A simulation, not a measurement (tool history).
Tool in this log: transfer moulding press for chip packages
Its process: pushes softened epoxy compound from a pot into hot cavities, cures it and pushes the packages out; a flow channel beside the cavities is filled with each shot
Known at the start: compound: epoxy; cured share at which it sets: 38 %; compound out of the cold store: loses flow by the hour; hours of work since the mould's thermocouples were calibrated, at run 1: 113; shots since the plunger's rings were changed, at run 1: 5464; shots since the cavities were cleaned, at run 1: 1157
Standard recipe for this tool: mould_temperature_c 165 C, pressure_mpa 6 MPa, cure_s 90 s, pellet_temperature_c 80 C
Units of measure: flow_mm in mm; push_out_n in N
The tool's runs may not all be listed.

| run | hour | mould_temperature_c | pressure_mpa | cure_s | pellet_temperature_c | hours of work since the mould's thermocouples were calibrated | shots since the plunger's rings were changed | shots since the cavities were cleaned | incoming compound's hours out of the cold store | flow_mm | push_out_n |
|---|---|---|---|---|---|---|---|---|---|---|---|
| 1 | 0 | 165 | 6 | 90 | 80 | 113 | 5464 | 1157 | 38.4 | 915 | 296 |
|  | 3.6 | cavities cleaned with cleaning compound and waxed |
| 2 | 17.3 | 165 | 6 | 107 | 80 | 124 | 5671 | 180 | 18 | 940 | 282 |
| 3 | 28.2 | 165 | 6 | 107 | 80 | 132 | 5812 | 321 | 21.5 | 942 | 289 |
| 4 | 39.1 | 165 | 6 | 102 | 80 | 140 | 5955 | 464 | 35.1 | 910 | 274 |
| 5 | 47.3 | 165 | 6 | 90 | 80 | 146 | 6062 | 571 | 34.2 | 927 | 312 |
| 6 | 61.5 | 165 | 6 | 90 | 80 | 156 | 6248 | 757 | 11.7 | 973 | 301 |
|  | 72.1 | plunger's sealing rings changed |
| 7 | 77.9 | 165 | 6 | 90 | 80 | 166 | 76 | 938 | 30 | 929 | 303 |
| 8 | 87.6 | 161 | 5.07 | 117 | 89 | 173 | 203 | 1065 | 39.5 | 828 | 277 |
| 9 | 96 | 162 | 6 | 85 | 80 | 179 | 312 | 1174 | 46.1 | 908 | 379 |
|  | 98.7 | cavities cleaned with cleaning compound and waxed |
| 10 | 109.3 | 171 | 5.74 | 108 | 88 | 187 | 466 | 138 | 29.3 | 897 | 259 |
| 11 | 116 | 158 | 6 | 90 | 87 | 192 | 554 | 226 | 35.3 | 930 | 434 |
| 12 | 129.8 | 158 | 6 | 99 | 80 | 202 | 734 | 406 | 45 | 915 | 365 |
| 13 | 145.8 | 158 | 4.71 | 100 | 80 | 213 | 943 | 615 | 45.4 | 809 | 370 |
| 14 | 158.4 | 163 | 5.01 | 107 | 75 | 222 | 1108 | 780 | 41.7 | 827 | 299 |

Hidden condition of the tool, last listed run before each entry between runs versus first listed run after:
Logged between run 1 and run 2: cavities cleaned with cleaning compound and waxed (hour 3.6)
  grip of the stained cavities, % over clean ones': 1.1 -> 0.3
Logged between run 6 and run 7: plunger's sealing rings changed (hour 72.1)
  pressure that reaches the compound, % of what is set: 99.77 -> 99.99
Logged between run 9 and run 10: cavities cleaned with cleaning compound and waxed (hour 98.7)
  grip of the stained cavities, % over clean ones': 1 -> 0.3

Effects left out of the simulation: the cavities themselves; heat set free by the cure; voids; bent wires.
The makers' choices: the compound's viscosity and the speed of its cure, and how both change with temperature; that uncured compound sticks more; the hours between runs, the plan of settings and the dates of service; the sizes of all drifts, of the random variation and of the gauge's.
